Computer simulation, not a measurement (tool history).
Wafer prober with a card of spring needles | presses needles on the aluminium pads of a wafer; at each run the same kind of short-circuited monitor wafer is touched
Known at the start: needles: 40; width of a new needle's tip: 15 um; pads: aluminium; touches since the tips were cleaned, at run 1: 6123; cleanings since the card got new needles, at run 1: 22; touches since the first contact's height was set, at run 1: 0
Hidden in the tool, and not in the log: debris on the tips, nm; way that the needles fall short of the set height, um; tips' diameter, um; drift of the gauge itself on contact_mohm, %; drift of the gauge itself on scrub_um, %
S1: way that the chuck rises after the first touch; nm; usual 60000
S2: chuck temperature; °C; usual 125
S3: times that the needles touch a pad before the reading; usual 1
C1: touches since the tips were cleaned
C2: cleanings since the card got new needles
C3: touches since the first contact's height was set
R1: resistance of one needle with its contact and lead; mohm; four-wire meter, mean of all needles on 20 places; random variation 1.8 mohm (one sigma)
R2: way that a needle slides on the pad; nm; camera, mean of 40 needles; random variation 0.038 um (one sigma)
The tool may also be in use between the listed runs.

run 1 day=0 | S1=60000 S2=125 S3=1 | C1=6123 C2=22 C3=0 | R1=253 R2=10790
-- day=0.412 tips cleaned on abrasive film
-- day=1.717 tips cleaned on abrasive film
run 2 day=1.904 | S1=60000 S2=125 S3=1 | C1=1308 C2=24 C3=13241 | R1=211 R2=10790
-- day=3.038 tips cleaned on abrasive film
run 3 day=3.471 | S1=60000 S2=125 S3=1 | C1=3011 C2=25 C3=24127 | R1=232 R2=10800
-- day=4.358 tips cleaned on abrasive film
run 4 day=5.238 | S1=60000 S2=125 S3=1 | C1=6119 C2=26 C3=36432 | R1=252 R2=10800
-- day=5.658 tips cleaned on abrasive film
-- day=5.871 tips cleaned on abrasive film, once more
-- day=7.196 tips cleaned on abrasive film
run 5 day=7.546 | S1=60000 S2=125 S3=1 | C1=2442 C2=29 C3=52456 | R1=222 R2=10820
-- day=8.412 tips cleaned on abrasive film
run 6 day=8.679 | S1=60000 S2=125 S3=1 | C1=1856 C2=30 C3=60345 | R1=216 R2=10710
-- day=9.742 tips cleaned on abrasive film
run 7 day=10.058 | S1=60000 S2=125 S3=1 | C1=2187 C2=31 C3=69937 | R1=220 R2=10690
-- day=11.012 tips cleaned on abrasive film
run 8 day=12.175 | S1=60000 S2=125 S3=1 | C1=8122 C2=32 C3=84706 | R1=262 R2=10600
-- day=12.4 tips cleaned on abrasive film
-- day=13.621 tips cleaned on abrasive film
run 9 day=14.05 | S1=60000 S2=125 S3=1 | C1=2981 C2=34 C3=97718 | R1=236 R2=10650
-- day=14.871 tips cleaned on abrasive film
run 10 day=15.2 | S1=60000 S2=125 S3=1 | C1=2312 C2=35 C3=105733 | R1=224 R2=10640
-- day=15.575 height of the first contact set anew
-- day=16.108 tips cleaned on abrasive film
run 11 day=16.325 | S1=75000 S2=63 S3=1 | C1=1511 C2=36 C3=5202 | R1=184 R2=13520
-- day=17.333 tips cleaned on abrasive film
run 12 day=17.383 | S1=75000 S2=52 S3=1 | C1=353 C2=37 C3=12572 | R1=174 R2=13480
-- day=18.612 tips cleaned on abrasive film
run 13 day=19.492 | S1=78000 S2=33 S3=2 | C1=6139 C2=38 C3=27257 | R1=190 R2=14050
-- day=19.996 tips cleaned on abrasive film
-- day=21.354 tips cleaned on abrasive film
run 14 day=21.683 | S1=50000 S2=111 S3=2 | C1=2295 C2=40 C3=42492 | R1=213 R2=8910
-- day=22.638 tips cleaned on abrasive film
run 15 day=23.038 | S1=59000 S2=42 S3=1 | C1=2815 C2=41 C3=51919 | R1=222 R2=10560
-- day=23.958 tips cleaned on abrasive film
run 16 day=24.438 | S1=59000 S2=62 S3=3 | C1=3343 C2=42 C3=61646 | R1=192 R2=10520
-- day=25.304 tips cleaned on abrasive film
run 17 day=26.088 | S1=62000 S2=125 S3=1 | C1=5463 C2=43 C3=73129 | R1=246 R2=10980
-- day=26.554 tips cleaned on abrasive film
run 18 day=27.571 | S1=41000 S2=36 S3=2 | C1=7109 C2=44 C3=83478 | R1=278 R2=7220

Run 19 comes next. What will it give?
-- day=27.875 tips cleaned on abrasive film
run 19 day=28.767 | S1=75000 S2=26 S3=2 | C1=6223 C2=45 C3=91788 | R1=? R2=?

R1: 193 mohm
R2: 13240 nm
Without the tool's hidden state the same run would have given R1 156 mohm, R2 13400 nm.
